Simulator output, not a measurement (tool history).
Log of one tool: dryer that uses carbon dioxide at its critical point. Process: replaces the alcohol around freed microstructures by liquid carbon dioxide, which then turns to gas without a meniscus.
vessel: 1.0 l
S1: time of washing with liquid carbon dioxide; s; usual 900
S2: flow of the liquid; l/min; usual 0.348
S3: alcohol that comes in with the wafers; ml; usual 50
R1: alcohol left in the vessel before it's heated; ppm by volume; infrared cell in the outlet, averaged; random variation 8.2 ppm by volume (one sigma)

| run | day | S1 | S2 | S3 | R1 |
|---|---|---|---|---|---|
| 1 | 0.000 | 900 | 0.348 | 50 | 572 |
| 2 | 0.425 | 900 | 0.348 | 50 | 565 |
| 3 | 1.146 | 900 | 0.348 | 50 | 579 |
| 4 | 1.467 | 900 | 0.348 | 50 | 557 |
| 5 | 1.904 | 900 | 0.348 | 50 | 554 |
| 6 | 2.592 | 900 | 0.372 | 50 | 434 |
| 7 | 3.108 | 900 | 0.348 | 50 | 574 |
| 8 | 3.475 | 900 | 0.348 | 76 | 882 |
| 9 | 3.879 | 900 | 0.348 | 76 | 842 |
| 10 | 4.588 | 900 | 0.348 | 76 | 895 |
| 11 | 5.342 | 900 | 0.443 | 118 | 425 |
| 12 | 5.708 | 900 | 0.493 | 55 | 121 |
| 13 | 6.058 | 900 | 0.493 | 55 | 126 |
| 14 | 6.825 | 1080 | 0.343 | 50 | 278 |
| 15 | 7.512 | 600 | 0.255 | 50 | 5570 |
| 16 | 8.142 | 600 | 0.255 | 50 | 5561 |
| 17 | 8.779 | 900 | 0.299 | 50 | 1096 |
| 18 | 9.150 | 900 | 0.299 | 50 | 1099 |
| 19 | 9.808 | 1380 | 0.525 | 80 | 36 |
| 20 | 10.438 | 780 | 0.525 | 39 | 146 |

Forecast each of these 3 alternatives for the next run:
| A | 10.888 | 720 | 0.525 | 78 | ? |
| B | 10.888 | 780 | 0.525 | 21 | ? |
| C | 10.888 | 780 | 0.557 | 38 | ? |

| run | R1 |
|---|---|
| A | 399 |
| B | 95 |
| C | 121 |
Without the tool's hidden state the same runs would have given:
| run | R1 |
|---|---|
| A | 260 |
| B | 43 |
| C | 62 |

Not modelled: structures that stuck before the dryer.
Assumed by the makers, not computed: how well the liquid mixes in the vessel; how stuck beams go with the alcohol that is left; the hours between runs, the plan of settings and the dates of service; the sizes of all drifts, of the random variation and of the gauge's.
